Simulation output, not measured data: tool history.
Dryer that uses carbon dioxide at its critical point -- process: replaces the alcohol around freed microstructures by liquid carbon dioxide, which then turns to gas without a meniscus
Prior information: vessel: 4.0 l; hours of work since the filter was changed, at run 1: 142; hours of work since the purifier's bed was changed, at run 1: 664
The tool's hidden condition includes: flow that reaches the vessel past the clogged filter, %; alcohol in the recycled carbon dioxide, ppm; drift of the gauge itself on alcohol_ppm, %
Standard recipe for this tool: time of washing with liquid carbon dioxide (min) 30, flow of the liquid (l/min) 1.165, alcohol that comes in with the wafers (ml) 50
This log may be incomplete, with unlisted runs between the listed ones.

run     day  time of washing with liquid carbon dioxide (min)  flow of the liquid (l/min)  alcohol that comes in with the wafers (ml)  hours of work since the filter was changed  hours of work since the purifier's bed was changed  alcohol left in the vessel before it's heated (ppm by volume)
  1       0                                                30                       1.165                                          50                                         142                                                 664                                                             93
  2   0.854                                                30                       1.165                                          50                                         158                                                 681                                                             80
  3   1.612                                                30                       1.165                                          50                                         172                                                 695                                                             92
  4   2.458                                                30                       1.165                                          50                                         188                                                 711                                                             91
      2.896  -- inlet filter changed
  5   3.075                                                30                       1.165                                          50                                           3                                                 722                                                             83
  6   3.633                                                30                       1.165                                          25                                          14                                                 733                                                             81
  7   4.483                                                30                       1.165                                          50                                          30                                                 749                                                             86
  8   5.142                                                30                       1.165                                          50                                          43                                                 761                                                             96
  9   5.583                                                30                        1.69                                          50                                          51                                                 770                                                             81
 10    6.35                                                30                        0.77                                          50                                          66                                                 784                                                            154
 11   6.758                                                30                        0.77                                          50                                          73                                                 792                                                            160
 12   7.433                                                30                        1.66                                          50                                          86                                                 805                                                             97
 13   8.279                                                30                        1.66                                          50                                         102                                                 821                                                             93
 14   8.962                                                30                        1.66                                          50                                         115                                                 834                                                             98
 15   9.375                                                30                       1.165                                          50                                         123                                                 842                                                             99
 16   9.817                                                30                        1.05                                          50                                         131                                                 850                                                            111
 17  10.321                                                30                        1.05                                          50                                         141                                                 860                                                            110
 18  10.967                                                30                       1.165                                          50                                         153                                                 872                                                            103
 19  11.458                                                30                       1.165                                          50                                         163                                                 881                                                            102
 20  11.842                                                30                       1.165                                          50                                         170                                                 889                                                            104
 21  12.625                                                30                       1.165                                          50                                         185                                                 903                                                            107
     13.242  -- inlet filter changed
 22  13.496                                                22                        1.81                                          50                                           5                                                 919                                                             97
 23  14.304                                                22                        1.81                                          50                                          20                                                 934                                                            103
 24   15.05                                                19                        0.71                                          57                                          34                                                 949                                                            701
 25  15.421                                                19                        0.71                                          57                                          41                                                 956                                                            710
 26  16.142                                                19                        0.71                                          57                                          55                                                 969                                                            755
 27  16.538                                                19                        0.71                                          57                                          63                                                 977                                                            753
 28  16.988                                                29                        1.04                                          50                                          71                                                 985                                                            127
 29  17.488                                                29                        1.04                                          50                                          81                                                 995                                                            121
 30  18.138                                                29                         0.7                                          20                                          93                                                1007                                                            162
 31   18.75                                                40                        1.02                                          77                                         105                                                1019                                                            105
 32    19.6                                                30                         1.4                                          50                                         121                                                1035                                                            113
 33    20.4                                                30                         1.4                                          50                                         136                                                1050                                                            112
 34  21.238                                                30                         1.4                                          50                                         152                                                1066                                                            113
 35  21.788                                                30                         1.4                                          50                                         162                                                1077                                                            116
 36  22.246                                                42                       1.165                                          55                                         171                                                1085                                                            107
 37    22.7                                                42                       1.165                                         109                                         180                                                1094                                                            121
 38  23.221                                                42                        0.89                                          74                                         190                                                1104                                                            130
     23.475  -- purifier's bed changed
     23.717  -- inlet filter changed
 39  23.775                                                24                        1.71                                          31                                           1                                                   5                                                              7
 40  24.379                                                24                        1.71                                          31                                          13                                                  16                                                              7
 41  25.017                                                24                        1.71                                          31                                          25                                                  29                                                             13

Here are 5 independent what-if runs from the current tool condition. What would each one return?
  A  25.754                                                24                        0.84                                          23                                          39                                                  43                                                              ?
  B  25.754                                                33                         0.9                                          31                                          39                                                  43                                                              ?
  C  25.754                                                22                        0.85                                          21                                          39                                                  43                                                              ?
  D  25.754                                                30                       1.165                                          35                                          39                                                  43                                                              ?
  E  25.754                                                22                        1.71                                          83                                          39                                                  43                                                              ?

run  alcohol left in the vessel before it's heated (ppm by volume)
  A                                                             53
  B                                                             21
  C                                                             81
  D                                                             13
  E                                                             17
The same runs, with their run-to-run variation unchanged, on a tool lacking any hidden condition would have given:
run  alcohol left in the vessel before it's heated (ppm by volume)
  A                                                             40
  B                                                             14
  C                                                             66
  D                                                              7
  E                                                             11
